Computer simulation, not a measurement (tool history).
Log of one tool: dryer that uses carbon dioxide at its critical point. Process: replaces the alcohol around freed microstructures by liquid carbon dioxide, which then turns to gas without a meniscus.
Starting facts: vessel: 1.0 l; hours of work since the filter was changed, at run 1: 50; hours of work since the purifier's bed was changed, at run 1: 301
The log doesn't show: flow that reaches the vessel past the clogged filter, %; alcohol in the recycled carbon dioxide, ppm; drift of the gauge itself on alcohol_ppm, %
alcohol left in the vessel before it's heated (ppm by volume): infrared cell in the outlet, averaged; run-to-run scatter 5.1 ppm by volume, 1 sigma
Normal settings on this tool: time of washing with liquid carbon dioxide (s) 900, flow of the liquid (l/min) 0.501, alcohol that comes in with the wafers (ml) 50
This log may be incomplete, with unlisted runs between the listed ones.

run	hour	time of washing with liquid carbon dioxide (s)	flow of the liquid (l/min)	alcohol that comes in with the wafers (ml)	hours of work since the filter was changed	hours of work since the purifier's bed was changed	alcohol left in the vessel before it's heated (ppm by volume)
1	0	900	0.501	50	50	301	126
2	30.1	900	0.501	50	61	313	139
3	59.9	900	0.501	50	72	324	138
4	79	900	0.501	50	80	331	138
5	100.4	900	0.501	50	88	339	137
6	127.7	900	0.501	107	98	350	259
7	165.4	900	0.501	107	112	364	268
8	190	900	0.501	107	122	373	285
9	225.6	900	0.501	107	135	387	302
10	262.7	900	0.501	107	149	401	303
11	291.8	900	0.501	79	160	412	254
# hour 305.9: inlet filter changed
12	330.3	900	0.501	79	9	426	173
13	366.1	900	0.411	79	23	440	416
14	383.8	900	0.411	79	30	446	424
15	425.9	960	0.36	68	45	462	519
16	465	960	0.36	68	60	477	550

Run 17 is up next; what results do you expect?
17	486.9	960	0.474	68	69	485	?

{"run 17": {"alcohol left in the vessel before it's heated (ppm by volume)": 176}}
Minus the tool's unlogged condition, the same run would have read alcohol left in the vessel before it's heated (ppm by volume) 87.
